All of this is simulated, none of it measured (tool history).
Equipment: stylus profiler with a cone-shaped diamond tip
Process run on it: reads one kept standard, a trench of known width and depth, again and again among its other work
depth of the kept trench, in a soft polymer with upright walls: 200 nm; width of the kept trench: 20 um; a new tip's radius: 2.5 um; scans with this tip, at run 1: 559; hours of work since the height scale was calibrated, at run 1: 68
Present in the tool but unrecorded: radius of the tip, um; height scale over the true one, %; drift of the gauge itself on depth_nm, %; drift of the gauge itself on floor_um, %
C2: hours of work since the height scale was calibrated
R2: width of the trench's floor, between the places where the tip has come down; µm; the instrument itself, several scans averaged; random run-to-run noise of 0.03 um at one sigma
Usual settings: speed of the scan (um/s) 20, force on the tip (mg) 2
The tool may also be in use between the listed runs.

{"run": 1, "hour": 0.0, "speed of the scan (um/s)": 20, "force on the tip (mg)": 2, "scans with this tip": 559, "C2": 68, "depth of the trench (nm)": 201.01, "R2": 17.84}
{"run": 2, "hour": 54.9, "speed of the scan (um/s)": 20, "force on the tip (mg)": 2, "scans with this tip": 880, "C2": 107, "depth of the trench (nm)": 201.25, "R2": 17.89}
{"run": 3, "hour": 153.9, "speed of the scan (um/s)": 20, "force on the tip (mg)": 2, "scans with this tip": 1460, "C2": 177, "depth of the trench (nm)": 201.16, "R2": 17.87}
{"run": 4, "hour": 231.6, "speed of the scan (um/s)": 20, "force on the tip (mg)": 2, "scans with this tip": 1915, "C2": 233, "depth of the trench (nm)": 201.15, "R2": 17.83}
{"run": 5, "hour": 295.9, "speed of the scan (um/s)": 20, "force on the tip (mg)": 2, "scans with this tip": 2292, "C2": 278, "depth of the trench (nm)": 200.91, "R2": 17.84}
{"run": 6, "hour": 352.3, "speed of the scan (um/s)": 20, "force on the tip (mg)": 2, "scans with this tip": 2622, "C2": 319, "depth of the trench (nm)": 200.93, "R2": 17.84}
{"run": 7, "hour": 461.8, "speed of the scan (um/s)": 20, "force on the tip (mg)": 2, "scans with this tip": 3264, "C2": 396, "depth of the trench (nm)": 201.07, "R2": 17.81}
{"run": 8, "hour": 567.1, "speed of the scan (um/s)": 8, "force on the tip (mg)": 2, "scans with this tip": 3880, "C2": 471, "depth of the trench (nm)": 200.81, "R2": 17.81}
{"run": 9, "hour": 624.9, "speed of the scan (um/s)": 8, "force on the tip (mg)": 2, "scans with this tip": 4219, "C2": 513, "depth of the trench (nm)": 200.89, "R2": 17.75}
{"run": 10, "hour": 696.8, "speed of the scan (um/s)": 20, "force on the tip (mg)": 2.32, "scans with this tip": 4641, "C2": 564, "depth of the trench (nm)": 200.94, "R2": 17.74}
{"run": 11, "hour": 790.9, "speed of the scan (um/s)": 20, "force on the tip (mg)": 2, "scans with this tip": 5191, "C2": 631, "depth of the trench (nm)": 200.68, "R2": 17.65}
{"run": 12, "hour": 911.9, "speed of the scan (um/s)": 20, "force on the tip (mg)": 2, "scans with this tip": 5901, "C2": 717, "depth of the trench (nm)": 200.76, "R2": 17.65}
{"run": 13, "hour": 999.0, "speed of the scan (um/s)": 20, "force on the tip (mg)": 2, "scans with this tip": 6410, "C2": 779, "depth of the trench (nm)": 200.75, "R2": 17.55}
{"run": 14, "hour": 1087.0, "speed of the scan (um/s)": 20, "force on the tip (mg)": 2.36, "scans with this tip": 6926, "C2": 841, "depth of the trench (nm)": 200.69, "R2": 17.63}
{"hour": 1126.1, "done": "height scale calibrated on a step standard"}
{"run": 15, "hour": 1159.5, "speed of the scan (um/s)": 73, "force on the tip (mg)": 2.36, "scans with this tip": 7348, "C2": 24, "depth of the trench (nm)": 201.44, "R2": 17.41}
{"run": 16, "hour": 1279.0, "speed of the scan (um/s)": 24, "force on the tip (mg)": 2, "scans with this tip": 8048, "C2": 109, "depth of the trench (nm)": 201.22, "R2": 17.51}
{"run": 17, "hour": 1398.7, "speed of the scan (um/s)": 20, "force on the tip (mg)": 2, "scans with this tip": 8749, "C2": 194, "depth of the trench (nm)": 201.03, "R2": 17.48}
{"run": 18, "hour": 1478.3, "speed of the scan (um/s)": 20, "force on the tip (mg)": 2, "scans with this tip": 9215, "C2": 251, "depth of the trench (nm)": 201.01, "R2": 17.5}
{"run": 19, "hour": 1557.7, "speed of the scan (um/s)": 20, "force on the tip (mg)": 5.24, "scans with this tip": 9681, "C2": 307, "depth of the trench (nm)": 202.1, "R2": 17.49}
{"run": 20, "hour": 1648.1, "speed of the scan (um/s)": 20, "force on the tip (mg)": 5.24, "scans with this tip": 10210, "C2": 371, "depth of the trench (nm)": 201.93, "R2": 17.49}
{"run": 21, "hour": 1710.0, "speed of the scan (um/s)": 20, "force on the tip (mg)": 1.32, "scans with this tip": 10573, "C2": 416, "depth of the trench (nm)": 200.66, "R2": 17.43}
{"run": 22, "hour": 1775.0, "speed of the scan (um/s)": 20, "force on the tip (mg)": 2, "scans with this tip": 10954, "C2": 462, "depth of the trench (nm)": 200.96, "R2": 17.41}
{"run": 23, "hour": 1874.6, "speed of the scan (um/s)": 20, "force on the tip (mg)": 2, "scans with this tip": 11537, "C2": 533, "depth of the trench (nm)": 200.64, "R2": 17.36}
{"run": 24, "hour": 1947.4, "speed of the scan (um/s)": 20, "force on the tip (mg)": 2, "scans with this tip": 11964, "C2": 585, "depth of the trench (nm)": 200.86, "R2": 17.38}
{"run": 25, "hour": 2027.6, "speed of the scan (um/s)": 35, "force on the tip (mg)": 2.62, "scans with this tip": 12433, "C2": 642, "depth of the trench (nm)": 201.01, "R2": 17.28}
{"run": 26, "hour": 2088.9, "speed of the scan (um/s)": 6, "force on the tip (mg)": 2.13, "scans with this tip": 12792, "C2": 685, "depth of the trench (nm)": 200.87, "R2": 17.39}
{"run": 27, "hour": 2152.1, "speed of the scan (um/s)": 6, "force on the tip (mg)": 1.07, "scans with this tip": 13163, "C2": 730, "depth of the trench (nm)": 200.31, "R2": 17.37}
{"run": 28, "hour": 2258.9, "speed of the scan (um/s)": 6, "force on the tip (mg)": 1.07, "scans with this tip": 13788, "C2": 806, "depth of the trench (nm)": 200.21, "R2": 17.4}
{"run": 29, "hour": 2329.1, "speed of the scan (um/s)": 6, "force on the tip (mg)": 1.07, "scans with this tip": 14199, "C2": 856, "depth of the trench (nm)": 200.09, "R2": 17.3}
{"hour": 2345.3, "done": "height scale calibrated on a step standard"}
{"run": 30, "hour": 2430.8, "speed of the scan (um/s)": 14, "force on the tip (mg)": 5.8, "scans with this tip": 14792, "C2": 61, "depth of the trench (nm)": 202.42, "R2": 17.31}
{"run": 31, "hour": 2511.2, "speed of the scan (um/s)": 75, "force on the tip (mg)": 3.76, "scans with this tip": 15263, "C2": 118, "depth of the trench (nm)": 201.65, "R2": 17.1}
{"run": 32, "hour": 2599.0, "speed of the scan (um/s)": 75, "force on the tip (mg)": 3.76, "scans with this tip": 15777, "C2": 181, "depth of the trench (nm)": 201.75, "R2": 17.1}
{"run": 33, "hour": 2698.8, "speed of the scan (um/s)": 16, "force on the tip (mg)": 1.7, "scans with this tip": 16362, "C2": 252, "depth of the trench (nm)": 200.93, "R2": 17.2}
{"run": 34, "hour": 2749.1, "speed of the scan (um/s)": 77, "force on the tip (mg)": 2, "scans with this tip": 16657, "C2": 287, "depth of the trench (nm)": 201.03, "R2": 16.97}
{"run": 35, "hour": 2867.0, "speed of the scan (um/s)": 37, "force on the tip (mg)": 5.1, "scans with this tip": 17347, "C2": 371, "depth of the trench (nm)": 202.06, "R2": 17.15}
{"run": 36, "hour": 2934.4, "speed of the scan (um/s)": 25, "force on the tip (mg)": 1.67, "scans with this tip": 17742, "C2": 419, "depth of the trench (nm)": 200.89, "R2": 17.17}
{"run": 37, "hour": 3041.9, "speed of the scan (um/s)": 75, "force on the tip (mg)": 1.67, "scans with this tip": 18372, "C2": 496, "depth of the trench (nm)": 200.76, "R2": 16.85}
{"run": 38, "hour": 3154.9, "speed of the scan (um/s)": 75, "force on the tip (mg)": 1.67, "scans with this tip": 19034, "C2": 576, "depth of the trench (nm)": 200.63, "R2": 16.8}
{"run": 39, "hour": 3217.4, "speed of the scan (um/s)": 75, "force on the tip (mg)": 1.67, "scans with this tip": 19400, "C2": 621, "depth of the trench (nm)": 200.67, "R2": 16.85}
{"run": 40, "hour": 3306.5, "speed of the scan (um/s)": 25, "force on the tip (mg)": 0.89, "scans with this tip": 19922, "C2": 684, "depth of the trench (nm)": 200.29, "R2": 17}
{"run": 41, "hour": 3363.2, "speed of the scan (um/s)": 25, "force on the tip (mg)": 0.89, "scans with this tip": 20254, "C2": 724, "depth of the trench (nm)": 200.3, "R2": 16.98}
{"run": 42, "hour": 3452.8, "speed of the scan (um/s)": 10, "force on the tip (mg)": 4.03, "scans with this tip": 20779, "C2": 788, "depth of the trench (nm)": 201.41, "R2": 17.09}
{"hour": 3569.0, "done": "height scale calibrated on a step standard"}
{"run": 43, "hour": 3570.7, "speed of the scan (um/s)": 25, "force on the tip (mg)": 0.78, "scans with this tip": 21467, "C2": 1, "depth of the trench (nm)": 200.81, "R2": 16.92}
{"run": 44, "hour": 3642.2, "speed of the scan (um/s)": 8, "force on the tip (mg)": 1.79, "scans with this tip": 21886, "C2": 52, "depth of the trench (nm)": 201.33, "R2": 17.07}
{"run": 45, "hour": 3741.3, "speed of the scan (um/s)": 8, "force on the tip (mg)": 1.27, "scans with this tip": 22466, "C2": 123, "depth of the trench (nm)": 200.86, "R2": 17.03}

For each entry between runs, how does the tool's hidden state at the last listed run before it compare with that at the first listed run after it?
After run 14, before run 15: height scale calibrated on a step standard (hour 1126.1)
  radius of the tip, um: 3.48 -> 3.53; height scale over the true one, %: -0.354 -> -0.033
  measured result minus the result with no hidden state, depth of the trench (nm): -0.71 -> -0.06; R2: -0.36 -> -0.39 µm
After run 29, before run 30: height scale calibrated on a step standard (hour 2345.3)
  radius of the tip, um: 4.47 -> 4.54; height scale over the true one, %: -0.345 -> -0.03
  measured result minus the result with no hidden state, depth of the trench (nm): -0.69 -> -0.06; R2: -0.69 -> -0.71 µm
After run 42, before run 43: height scale calibrated on a step standard (hour 3569)
  radius of the tip, um: 5.35 -> 5.44; height scale over the true one, %: -0.301 -> 0.054
  measured result minus the result with no hidden state, depth of the trench (nm): -0.6 -> +0.11; R2: -0.94 -> -0.96 µm
